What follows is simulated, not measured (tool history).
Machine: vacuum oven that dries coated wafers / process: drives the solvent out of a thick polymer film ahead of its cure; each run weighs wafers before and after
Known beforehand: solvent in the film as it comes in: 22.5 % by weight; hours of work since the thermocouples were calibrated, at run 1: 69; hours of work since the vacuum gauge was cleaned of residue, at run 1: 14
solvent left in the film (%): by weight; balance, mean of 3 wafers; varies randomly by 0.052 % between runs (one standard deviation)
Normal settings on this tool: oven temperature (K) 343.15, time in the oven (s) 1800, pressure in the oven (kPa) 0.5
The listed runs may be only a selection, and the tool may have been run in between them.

run     day  oven temperature (K)  time in the oven (s)  pressure in the oven (kPa)  hours of work since the thermocouples were calibrated  hours of work since the vacuum gauge was cleaned of residue  solvent left in the film (%)
  1       0                343.15                  1800                         0.5                                                     69                                                           14                          1.54
  2   0.575                343.15                  1800                         0.5                                                     80                                                           25                          1.56
  3   1.021                343.15                  1800                         0.5                                                     89                                                           33                          1.45
  4   1.688                343.15                  1800                         0.5                                                    102                                                           46                          1.62
  5    2.05                343.15                  1800                         0.5                                                    109                                                           53                          1.49
  6   2.662                343.15                  1800                         0.5                                                    120                                                           65                          1.59
  7   3.354                343.15                  1800                         0.5                                                    134                                                           78                          1.54
  8   3.738                340.15                  1800                         0.5                                                    141                                                           85                          2.58
  9   4.175                340.15                  1800                         0.5                                                    149                                                           94                          2.53
 10   4.683                340.15                  1800                         0.5                                                    159                                                          103                          2.68
 11   5.038                343.15                  1800                         0.5                                                    166                                                          110                          1.56
 12   5.375                343.15                  1800                        0.55                                                    172                                                          117                          1.54
 13   5.896                343.15                  1800                        0.55                                                    182                                                          127                          1.53
 14   6.554                343.15                  1800                        0.55                                                    195                                                          139                          1.52
 15   7.133                343.15                  1800                        0.55                                                    206                                                          150                          1.54
 16   7.454                343.15                  1800                        0.55                                                    212                                                          156                          1.54
 17   8.046                343.15                  1800                        0.55                                                    223                                                          168                          1.55
 18    8.75                339.15                  1800                         0.5                                                    237                                                          181                          3.03
 19   9.425                339.15                  1800                         0.5                                                    250                                                          194                           2.9
 20  10.079                343.15                  1260                       0.572                                                    262                                                          207                          3.06
 21  10.629                356.15                   960                         0.5                                                    273                                                          217                          0.45
 22  11.296                356.15                   960                         0.5                                                    286                                                          230                          0.46
 23  11.662                351.15                  2640                       1.099                                                    293                                                          237                          0.49
 24  12.012                338.15                  1500                       0.297                                                    299                                                          244                          4.32
 25  12.421                338.15                  1500                       0.297                                                    307                                                          252                          4.29
 26  13.029                355.15                  1380                         0.5                                                    319                                                          263                          0.31
 27  13.712                353.15                  1380                         0.5                                                    332                                                          276                          0.41
 28  14.279                347.15                  2700                       0.302                                                    343                                                          287                          0.27
 29  14.696                345.15                  2040                       0.514                                                    351                                                          295                          0.84

For run 30, what comes out?
 30  15.054                333.15                   960                       0.514                                                    358                                                          302                             ?

{"run 30": {"solvent left in the film (%)": 10.04}}
With the hidden condition absent and the run-to-run variation left alone, this run would have shown solvent left in the film (%) 9.77.
